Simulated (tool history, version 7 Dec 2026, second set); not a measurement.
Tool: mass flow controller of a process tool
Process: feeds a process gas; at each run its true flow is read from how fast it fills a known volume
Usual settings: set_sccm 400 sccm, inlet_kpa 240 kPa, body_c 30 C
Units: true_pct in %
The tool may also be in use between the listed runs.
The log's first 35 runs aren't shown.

Run 36, hour 10480.3: usual settings but inlet_kpa 268 kPa. Result: true_pct 99.18 %.
Run 37, hour 10729.9: usual settings but set_sccm 650 sccm, inlet_kpa 175 kPa, body_c 35 C. Result: true_pct 100.22 %.
Run 38, hour 10929.3: usual settings but set_sccm 258 sccm, inlet_kpa 156 kPa. Result: true_pct 99.10 %.
Run 39, hour 11318.8: usual settings but set_sccm 258 sccm, inlet_kpa 156 kPa. Result: true_pct 99.07 %.
At hour 11537.1: controller's zero set anew.
Run 40, hour 11661.9: usual settings but inlet_kpa 237 kPa. Result: true_pct 99.21 %.
Run 41, hour 12043.4: usual settings but inlet_kpa 237 kPa. Result: true_pct 99.29 %.
Run 42, hour 12243.8: usual settings but inlet_kpa 218 kPa. Result: true_pct 99.16 %.
Run 43, hour 12624.4: usual settings but inlet_kpa 218 kPa. Result: true_pct 99.30 %.
Run 44, hour 12792.9: usual settings but inlet_kpa 159 kPa, body_c 38 C. Result: true_pct 100.06 %.
Run 45, hour 13055.6: usual settings but inlet_kpa 159 kPa, body_c 38 C. Result: true_pct 100.07 %.
Run 46, hour 13239.3: usual settings but inlet_kpa 159 kPa, body_c 38 C. Result: true_pct 100.11 %.
Run 47, hour 13465.1: usual settings but inlet_kpa 159 kPa, body_c 38 C. Result: true_pct 100.11 %.
Run 48, hour 13829.9: usual settings but set_sccm 670 sccm, inlet_kpa 271 kPa, body_c 26 C. Result: true_pct 99.30 %.
Run 49, hour 14148.8: usual settings but set_sccm 124 sccm, body_c 31 C. Result: true_pct 98.59 %.

Forecast each of these 3 alternatives for the next run:
Run A, hour 14491.6: usual settings but set_sccm 124 sccm, inlet_kpa 191 kPa, body_c 31 C. Result: true_pct ?.
Run B, hour 14491.6: usual settings but inlet_kpa 260 kPa, body_c 38 C. Result: true_pct ?.
Run C, hour 14491.6: usual settings but set_sccm 322 sccm, body_c 31 C. Result: true_pct ?.

run  true_pct
  A     98.87
  B     99.84
  C     99.14
Without the tool's hidden state the same runs would have given:
run  true_pct
  A     98.89
  B     99.85
  C     99.15

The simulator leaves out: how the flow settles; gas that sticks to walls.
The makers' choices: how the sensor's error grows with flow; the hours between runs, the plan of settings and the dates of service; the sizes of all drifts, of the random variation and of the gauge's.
